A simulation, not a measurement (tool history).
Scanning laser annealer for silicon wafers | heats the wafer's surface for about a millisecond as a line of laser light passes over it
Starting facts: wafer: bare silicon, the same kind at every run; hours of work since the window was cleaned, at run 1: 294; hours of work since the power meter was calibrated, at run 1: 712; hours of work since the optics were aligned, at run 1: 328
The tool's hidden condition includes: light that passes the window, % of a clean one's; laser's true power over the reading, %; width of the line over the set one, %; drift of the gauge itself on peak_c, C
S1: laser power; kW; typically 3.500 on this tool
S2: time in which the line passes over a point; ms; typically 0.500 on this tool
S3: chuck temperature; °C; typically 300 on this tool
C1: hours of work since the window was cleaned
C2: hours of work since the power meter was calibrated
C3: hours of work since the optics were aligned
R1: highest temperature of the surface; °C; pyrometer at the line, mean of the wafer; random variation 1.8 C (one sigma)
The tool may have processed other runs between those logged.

run 1 hour=0.0 | S1=3.500 S2=0.500 S3=300 | C1=294 C2=712 C3=328 | R1=1057
run 2 hour=24.4 | S1=3.674 S2=0.500 S3=300 | C1=313 C2=731 C3=347 | R1=1099
-- hour=46.5 window over the wafer cleaned
run 3 hour=56.2 | S1=3.674 S2=0.500 S3=300 | C1=7 C2=754 C3=370 | R1=1105
run 4 hour=71.9 | S1=3.674 S2=0.500 S3=300 | C1=20 C2=766 C3=382 | R1=1106
run 5 hour=87.9 | S1=3.674 S2=0.500 S3=300 | C1=32 C2=778 C3=394 | R1=1106
run 6 hour=108.3 | S1=3.674 S2=0.500 S3=300 | C1=48 C2=794 C3=410 | R1=1106
run 7 hour=136.3 | S1=3.674 S2=0.500 S3=300 | C1=69 C2=815 C3=431 | R1=1103
run 8 hour=157.9 | S1=3.674 S2=0.500 S3=300 | C1=86 C2=832 C3=448 | R1=1104
run 9 hour=177.1 | S1=3.759 S2=0.518 S3=308 | C1=100 C2=846 C3=463 | R1=1144
run 10 hour=199.2 | S1=3.759 S2=0.518 S3=308 | C1=117 C2=863 C3=480 | R1=1147
run 11 hour=220.8 | S1=3.759 S2=0.518 S3=308 | C1=134 C2=880 C3=496 | R1=1145
run 12 hour=242.4 | S1=3.316 S2=0.479 S3=263 | C1=151 C2=897 C3=513 | R1=959
run 13 hour=266.5 | S1=3.636 S2=0.602 S3=280 | C1=169 C2=915 C3=531 | R1=1154
run 14 hour=289.0 | S1=3.500 S2=0.380 S3=262 | C1=186 C2=932 C3=549 | R1=917
run 15 hour=317.5 | S1=3.500 S2=0.380 S3=262 | C1=208 C2=954 C3=571 | R1=917

How would selected steps in R1 from run to run divide? Give the signed amount a tool lacking its hidden state would still show from settings, what came in and random variation, and the signed amount left for the hidden state, including any gauge scatter that is not in both of the compared results.
Run 2 -> 3: window over the wafer cleaned. R1 +6 °C: hidden state +9, all else -3.
Run 13 -> 14: S1 3.636 -> 3.500, S2 0.602 -> 0.380, S3 280 -> 262. R1 -237 °C: hidden state +2, all else -239.
